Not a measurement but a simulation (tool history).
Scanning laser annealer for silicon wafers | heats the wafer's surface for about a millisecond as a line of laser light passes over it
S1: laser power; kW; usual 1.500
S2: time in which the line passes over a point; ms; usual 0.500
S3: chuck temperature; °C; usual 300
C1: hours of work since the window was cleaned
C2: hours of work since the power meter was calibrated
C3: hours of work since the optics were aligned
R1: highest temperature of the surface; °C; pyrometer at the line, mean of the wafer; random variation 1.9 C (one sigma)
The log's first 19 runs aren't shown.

run,hour,S1,S2,S3,C1,C2,C3,R1
# hour 776.6: window over the wafer cleaned
20,789.6,1.500,0.520,300,9,1330,133,1146
21,819.1,1.500,0.520,300,29,1350,153,1148
22,854.4,1.632,0.362,280,53,1374,177,1059
23,902.0,1.632,0.362,280,86,1407,210,1061
24,951.8,1.632,0.362,280,120,1441,244,1055
25,995.1,1.486,0.386,269,149,1470,273,990
26,1021.2,1.500,0.357,265,167,1488,291,965
27,1047.4,1.482,0.567,306,185,1506,309,1177
28,1072.1,1.535,0.500,286,202,1523,326,1139
29,1105.8,1.535,0.500,286,225,1546,349,1140
30,1136.9,1.391,0.527,337,246,1567,370,1116
31,1190.9,1.461,0.601,312,283,1604,407,1194
32,1227.4,1.461,0.601,312,308,1629,432,1195
33,1268.3,1.461,0.472,312,336,1657,460,1093
34,1318.3,1.286,0.418,312,370,1691,494,940
35,1343.4,1.523,0.390,282,387,1708,511,1029
36,1368.6,1.420,0.571,281,405,1726,528,1114
37,1415.1,1.367,0.350,281,436,1757,560,898
38,1438.0,1.367,0.350,281,452,1773,576,893
39,1479.5,1.367,0.350,281,480,1801,604,900
40,1533.1,1.524,0.577,263,517,1838,641,1171
# hour 1552.5: window over the wafer cleaned
41,1560.6,1.500,0.500,280,5,1855,658,1109
42,1594.2,1.500,0.398,305,28,1878,681,1043

3 ways to go on from here, each from the tool as it stands after run 42. What would each give?
A,1645.4,1.562,0.500,300,63,1913,716,?
B,1645.4,1.616,0.606,301,63,1913,716,?
C,1645.4,1.500,0.499,270,63,1913,716,?

run,R1
A,1171
B,1306
C,1099
Without the tool's hidden state the same runs would have given:
run,R1
A,1172
B,1307
C,1100
